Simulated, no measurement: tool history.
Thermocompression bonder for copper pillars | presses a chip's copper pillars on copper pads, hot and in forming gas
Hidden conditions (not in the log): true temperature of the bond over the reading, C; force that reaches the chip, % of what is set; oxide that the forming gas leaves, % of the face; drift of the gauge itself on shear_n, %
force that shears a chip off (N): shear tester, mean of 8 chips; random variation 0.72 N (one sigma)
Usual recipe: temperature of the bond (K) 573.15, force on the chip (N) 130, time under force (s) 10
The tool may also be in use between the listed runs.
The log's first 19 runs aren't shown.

| run | hour | temperature of the bond (K) | force on the chip (N) | time under force (s) | hours of work since the heater was calibrated | hours of work since the force cell was calibrated | hours of work since the gas filter was changed | force that shears a chip off (N) |
|---|---|---|---|---|---|---|---|---|
| 20 | 525 | 577.15 | 93 | 25 | 135 | 780 | 122 | 54.5 |
| 21 | 551 | 577.15 | 93 | 25 | 146 | 791 | 133 | 54 |
| 22 | 583 | 577.15 | 93 | 25 | 160 | 804 | 146 | 54.1 |
| 23 | 617.7 | 577.15 | 93 | 25 | 175 | 819 | 161 | 53.5 |
| 24 | 650.7 | 590.15 | 130 | 10 | 189 | 833 | 175 | 56.8 |
| 25 | 668.2 | 590.15 | 130 | 10 | 196 | 840 | 183 | 56.5 |
| 26 | 686.7 | 590.15 | 130 | 10 | 204 | 848 | 190 | 57 |
| 27 | 701.4 | 601.15 | 186 | 10 | 210 | 855 | 197 | 78.9 |
| 28 | 721 | 601.15 | 186 | 10 | 218 | 863 | 205 | 78.6 |
|  | 725.6 | forming gas filter changed |
| 29 | 740.2 | 583.15 | 186 | 8 | 226 | 871 | 6 | 69.3 |
| 30 | 755.4 | 598.15 | 188 | 12 | 233 | 877 | 13 | 86.9 |
| 31 | 783.3 | 598.15 | 188 | 12 | 245 | 889 | 24 | 85.9 |
| 32 | 801.5 | 603.15 | 130 | 19 | 252 | 897 | 32 | 82.1 |

3 ways to go on from here, each from the tool as it stands after run 32. What would each give?
| A | 827.6 | 577.15 | 136 | 7 | 263 | 908 | 43 | ? |
| B | 827.6 | 603.15 | 115 | 19 | 263 | 908 | 43 | ? |
| C | 827.6 | 601.15 | 105 | 18 | 263 | 908 | 43 | ? |

| run | force that shears a chip off (N) |
|---|---|
| A | 48.4 |
| B | 76.1 |
| C | 68.2 |
With the hidden condition removed and each run's random variation left untouched, the same runs would have given:
| run | force that shears a chip off (N) |
|---|---|
| A | 49.7 |
| B | 77.9 |
| C | 69.9 |

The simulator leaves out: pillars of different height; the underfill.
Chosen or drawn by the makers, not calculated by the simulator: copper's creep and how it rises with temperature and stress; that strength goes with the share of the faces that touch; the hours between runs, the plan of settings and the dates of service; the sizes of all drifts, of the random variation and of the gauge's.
